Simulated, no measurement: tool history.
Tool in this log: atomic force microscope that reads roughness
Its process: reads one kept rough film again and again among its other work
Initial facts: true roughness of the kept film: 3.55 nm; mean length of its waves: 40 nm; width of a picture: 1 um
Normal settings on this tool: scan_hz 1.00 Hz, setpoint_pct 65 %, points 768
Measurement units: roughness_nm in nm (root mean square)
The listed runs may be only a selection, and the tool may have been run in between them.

run   hour  scan_hz  setpoint_pct  points  roughness_nm
  1    0.0     1.00            65     768         2.920
  2    9.4     1.00            65     768         3.303
  3   15.6     1.00            65     768         3.278
  4   23.3     1.00            65     768         3.250
  5   29.2     1.00            65     768         3.234
  6   36.8     1.71            65     768         3.126
  7   43.1     1.00            65     324         3.194
  8   51.2     1.00            65     324         3.150
  9   60.3     1.00            68     768         3.147
 10   68.6     1.00            68     768         3.140
 11   78.7     1.00            65     613         3.110
 12   88.7     1.00            65     613         3.093
 13   93.9     0.90            65     613         3.114
 14  104.3     0.90            65     613         3.086
 15  112.5     1.00            65     768         3.057
 16  120.0     1.00            65     768         3.056
 17  127.9     1.00            65     768         3.026
 18  137.5     1.00            65     768         3.005
 19  144.1     1.00            65     768         3.004
 20  151.6     1.00            65     768         3.005
 21  158.3     1.00            65     768         2.971
 22  164.5     0.60            65     768         3.005
 23  172.5     0.60            65     768         2.960
 24  177.9     0.60            65     536         2.978
 25  182.4     1.00            57     768         2.961
 26  192.8     1.00            59     768         2.941
 27  199.6     3.87            65     768         2.669
 28  209.9     1.00            62     577         3.299
 29  214.1     1.56            62     434         3.238
 30  221.1     1.00            55     443         3.311
 31  228.1     1.00            82     850         3.096
 32  236.0     1.00            89     311         2.994
 33  246.5     1.00            89     311         2.966
 34  251.2     1.00            89     936         2.990
 35  260.7     1.00            89     936         2.946
 36  265.8     0.73            89     936         3.017
 37  270.7     0.73            89     936         3.009
 38  275.3     1.00            79     423         3.021
 39  281.6     3.74            62     423         2.932
 40  289.8     3.74            62     423         2.922
 41  300.3     3.74            62     423         2.882
 42  305.1     0.73            65     768         3.113
 43  310.8     3.11            86     360         2.430
 44  318.2     1.38            86     382         2.776
 45  325.0     0.56            73     383         3.036
 46  333.5     1.30            61     723         3.001
 47  340.8     1.30            61     723         3.000
 48  347.9     2.14            88     397         2.545
 49  354.9     0.51            65     768         2.998
 50  360.6     0.90            67     396         2.959
 51  366.8     0.90            85     396         2.802
 52  375.8     3.63            65     266         2.716

The log once held 2 entries between its listed runs, left out of this copy. Where does each go, and what is different about the tool's unlogged condition between the listed run before it and the listed run after it?
From run 1 to run 2: new tip fitted (hour 1.3)
  radius of the tip, nm: 21.4 -> 5.8
  difference, measured minus the result without the unlogged condition, roughness_nm: -0.395 -> -0.014 nm (root mean square)
From run 27 to run 28: new tip fitted (hour 204.3)
  radius of the tip, nm: 22 -> 5.6
  difference, measured minus the result without the unlogged condition, roughness_nm: -0.372 -> -0.005 nm (root mean square)
